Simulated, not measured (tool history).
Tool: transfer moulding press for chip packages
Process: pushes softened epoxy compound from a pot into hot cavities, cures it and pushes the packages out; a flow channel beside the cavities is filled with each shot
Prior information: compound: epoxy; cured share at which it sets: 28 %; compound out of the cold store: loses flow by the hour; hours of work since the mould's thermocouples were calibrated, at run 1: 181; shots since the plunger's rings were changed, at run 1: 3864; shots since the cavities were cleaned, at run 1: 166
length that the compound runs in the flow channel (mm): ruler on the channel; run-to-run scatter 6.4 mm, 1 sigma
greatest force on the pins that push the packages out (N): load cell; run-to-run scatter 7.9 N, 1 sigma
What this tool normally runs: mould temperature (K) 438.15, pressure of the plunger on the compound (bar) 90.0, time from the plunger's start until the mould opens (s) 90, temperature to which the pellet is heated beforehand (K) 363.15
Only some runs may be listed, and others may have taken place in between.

run     day  mould temperature (K)  pressure of the plunger on the compound (bar)  time from the plunger's start until the mould opens (s)  temperature to which the pellet is heated beforehand (K)  hours of work since the mould's thermocouples were calibrated  shots since the plunger's rings were changed  shots since the cavities were cleaned  incoming compound's hours out of the cold store  length that the compound runs in the flow channel (mm)  greatest force on the pins that push the packages out (N)
  1   0.000                 438.15                                           90.0                                                       90                                                    363.15                                                            181                                          3864                                    166                                             33.2                                                     692                                                        409
  2   0.508                 438.15                                           90.0                                                       90                                                    363.15                                                            187                                          3987                                    289                                             17.3                                                     703                                                        451
      0.842  -- plunger's sealing rings changed
  3   1.183                 438.15                                           90.0                                                       90                                                    363.15                                                            193                                            82                                    426                                             27.9                                                     738                                                        475
  4   1.671                 438.15                                           90.0                                                       90                                                    363.15                                                            199                                           199                                    543                                             22.6                                                     759                                                        513
  5   2.158                 438.15                                           78.5                                                       90                                                    363.15                                                            204                                           317                                    661                                             33.7                                                     685                                                        531
  6   2.788                 438.15                                           78.5                                                       90                                                    363.15                                                            212                                           469                                    813                                             26.4                                                     686                                                        556
  7   3.292                 438.15                                           90.0                                                      121                                                    363.15                                                            217                                           590                                    934                                             15.6                                                     752                                                        520
  8   3.708                 438.15                                           90.0                                                      121                                                    363.15                                                            222                                           690                                   1034                                             37.0                                                     732                                                        541
      3.929  -- cavities cleaned with cleaning compound and waxed
  9   4.117                 438.15                                           90.0                                                      122                                                    363.15                                                            226                                           773                                     45                                             25.0                                                     731                                                        321
 10   4.517                 431.15                                           90.0                                                       90                                                    363.15                                                            230                                           869                                    141                                             17.0                                                     766                                                        559
      4.658  -- mould's thermocouples calibrated
 11   5.079                 438.15                                           90.0                                                       73                                                    363.15                                                              5                                           985                                    257                                             40.0                                                     717                                                        579
 12   5.450                 433.15                                           90.0                                                       73                                                    363.15                                                              9                                          1074                                    346                                             42.1                                                     724                                                        909
 13   5.825                 433.15                                           90.0                                                       73                                                    363.15                                                             13                                          1165                                    437                                             40.6                                                     707                                                        953
 14   6.383                 438.15                                           90.0                                                       83                                                    356.15                                                             19                                          1299                                    571                                             36.8                                                     704                                                        581
      6.729  -- mould's thermocouples calibrated, once more
 15   6.929                 434.15                                           86.8                                                       85                                                    373.15                                                              2                                          1410                                    682                                             31.3                                                     700                                                        677
 16   7.304                 434.15                                           86.8                                                       85                                                    373.15                                                              6                                          1500                                    772                                             14.5                                                     741                                                        711
 17   7.600                 434.15                                           86.8                                                       85                                                    358.15                                                             10                                          1572                                    844                                             24.1                                                     719                                                        768
 18   8.233                 434.15                                           86.8                                                       85                                                    358.15                                                             17                                          1725                                    997                                             28.0                                                     715                                                        749
      8.633  -- cavities cleaned with cleaning compound and waxed
 19   8.962                 441.15                                          106.5                                                       90                                                    363.15                                                             25                                          1884                                     79                                             45.0                                                     747                                                        356
 20   9.521                 436.15                                          109.6                                                       98                                                    370.15                                                             31                                          2019                                    214                                             42.9                                                     761                                                        413
 21  10.088                 438.15                                           94.4                                                       90                                                    355.15                                                             37                                          2156                                    351                                             20.7                                                     754                                                        469
 22  10.388                 445.15                                           84.7                                                      109                                                    366.15                                                             41                                          2228                                    423                                             40.3                                                     654                                                        447
 23  10.800                 444.15                                           70.9                                                       91                                                    368.15                                                             45                                          2327                                    522                                             41.4                                                     598                                                        462
 24  11.142                 431.15                                           90.0                                                      115                                                    363.15                                                             49                                          2409                                    604                                             17.3                                                     739                                                        510

How would selected steps in length that the compound runs in the flow channel (mm) from run to run divide? Give the signed amount a tool lacking its hidden state would still show from settings, what came in and random variation, and the signed amount left for the hidden state, including any gauge scatter that is not in both of the compared results.
The tool's hidden condition here consists of: true mould temperature over the reading, C; pressure that reaches the compound, % of what is set; grip of the stained cavities, % over clean ones'; drift of the gauge itself on flow_mm, %; drift of the gauge itself on push_out_n, %.
Run 2 -> 3: plunger's sealing rings changed. length that the compound runs in the flow channel (mm) +35: hidden state +52, all else -17.
Run 21 -> 22: mould temperature (K) 438.15 -> 445.15, pressure of the plunger on the compound (bar) 94.4 -> 84.7, time from the plunger's start until the mould opens (s) 90 -> 109, temperature to which the pellet is heated beforehand (K) 355.15 -> 366.15. length that the compound runs in the flow channel (mm) -100: hidden state +4, all else -104.
Run 23 -> 24: mould temperature (K) 444.15 -> 431.15, pressure of the plunger on the compound (bar) 70.9 -> 90.0, time from the plunger's start until the mould opens (s) 91 -> 115, temperature to which the pellet is heated beforehand (K) 368.15 -> 363.15. length that the compound runs in the flow channel (mm) +141: hidden state -9, all else +150.
